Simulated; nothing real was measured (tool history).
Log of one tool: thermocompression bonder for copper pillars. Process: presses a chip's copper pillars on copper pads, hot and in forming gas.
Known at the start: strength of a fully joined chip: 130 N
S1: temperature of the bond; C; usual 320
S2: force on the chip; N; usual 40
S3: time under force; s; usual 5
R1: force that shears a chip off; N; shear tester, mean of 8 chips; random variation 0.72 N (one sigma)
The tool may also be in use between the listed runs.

| run | hour | S1 | S2 | S3 | R1 |
|---|---|---|---|---|---|
| 1 | 0.0 | 320 | 40 | 5 | 71.4 |
|  | 6.4 | forming gas filter changed |
| 2 | 24.6 | 320 | 40 | 6 | 84.4 |
| 3 | 48.8 | 349 | 40 | 6 | 100.6 |
| 4 | 79.7 | 320 | 40 | 3 | 67.0 |
| 5 | 106.8 | 320 | 40 | 3 | 65.7 |
| 6 | 133.1 | 320 | 40 | 3 | 65.9 |
| 7 | 184.6 | 320 | 25 | 5 | 58.1 |
| 8 | 222.2 | 320 | 53 | 5 | 88.0 |
| 9 | 262.8 | 320 | 53 | 5 | 86.1 |
| 10 | 283.8 | 320 | 53 | 5 | 86.2 |
| 11 | 312.9 | 320 | 40 | 5 | 73.1 |
| 12 | 335.8 | 320 | 40 | 5 | 72.0 |
| 13 | 363.6 | 320 | 40 | 5 | 72.1 |
| 14 | 414.0 | 320 | 40 | 4 | 67.4 |
| 15 | 438.4 | 320 | 40 | 4 | 65.4 |
|  | 443.9 | force cell calibrated |
| 16 | 467.9 | 320 | 40 | 4 | 65.4 |
| 17 | 494.3 | 320 | 40 | 5 | 70.2 |
|  | 522.9 | forming gas filter changed |
| 18 | 533.2 | 320 | 40 | 5 | 75.7 |
| 19 | 561.9 | 320 | 26 | 5 | 57.1 |
|  | 570.4 | force cell calibrated, once more |
| 20 | 591.4 | 320 | 26 | 5 | 59.1 |
| 21 | 629.9 | 310 | 47 | 8 | 88.1 |
| 22 | 680.7 | 332 | 40 | 5 | 82.4 |
| 23 | 710.3 | 332 | 40 | 5 | 81.9 |
| 24 | 760.2 | 332 | 40 | 5 | 81.5 |
| 25 | 791.3 | 306 | 51 | 7 | 82.3 |
| 26 | 816.8 | 320 | 51 | 7 | 89.3 |
| 27 | 853.2 | 293 | 51 | 7 | 73.0 |
| 28 | 901.6 | 293 | 51 | 7 | 72.2 |
| 29 | 940.3 | 293 | 38 | 7 | 58.1 |
| 30 | 970.0 | 321 | 40 | 4 | 65.8 |
| 31 | 1016.1 | 321 | 40 | 4 | 63.7 |
|  | 1039.9 | forming gas filter changed |
| 32 | 1048.2 | 321 | 40 | 4 | 70.1 |
| 33 | 1089.1 | 321 | 40 | 4 | 69.8 |
| 34 | 1127.3 | 321 | 40 | 4 | 70.6 |
| 35 | 1150.9 | 333 | 30 | 5 | 68.4 |
| 36 | 1198.3 | 307 | 40 | 3 | 53.6 |
| 37 | 1245.8 | 307 | 40 | 3 | 52.2 |
| 38 | 1280.8 | 307 | 40 | 3 | 52.0 |
| 39 | 1311.8 | 307 | 42 | 15 | 89.4 |
| 40 | 1335.7 | 303 | 44 | 5 | 63.6 |

Measured less the same run without the tool's hidden state. The same run-to-run variation is in both; the gauge's scatter may not be:
The hidden state here: true temperature of the bond over the reading, C; force that reaches the chip, % of what is set; oxide that the forming gas leaves, % of the face; drift of the gauge itself on shear_n, %.
| run | R1 |
|---|---|
| 1 | -9.3 |
| 2 | -2.2 |
| 3 | -2.6 |
| 4 | -3.0 |
| 5 | -3.5 |
| 6 | -4.0 |
| 7 | -4.7 |
| 8 | -6.8 |
| 9 | -7.6 |
| 10 | -8.2 |
| 11 | -8.1 |
| 12 | -8.5 |
| 13 | -9.1 |
| 14 | -9.9 |
| 15 | -10.1 |
| 16 | -11.0 |
| 17 | -12.2 |
| 18 | -5.2 |
| 19 | -5.3 |
| 20 | -4.0 |
| 21 | -5.7 |
| 22 | -6.5 |
| 23 | -7.0 |
| 24 | -8.2 |
| 25 | -9.3 |
| 26 | -9.9 |
| 27 | -10.4 |
| 28 | -11.6 |
| 29 | -10.7 |
| 30 | -11.9 |
| 31 | -12.4 |
| 32 | -6.0 |
| 33 | -6.7 |
| 34 | -7.6 |
| 35 | -7.5 |
| 36 | -7.9 |
| 37 | -8.7 |
| 38 | -9.3 |
| 39 | -12.1 |
| 40 | -11.6 |
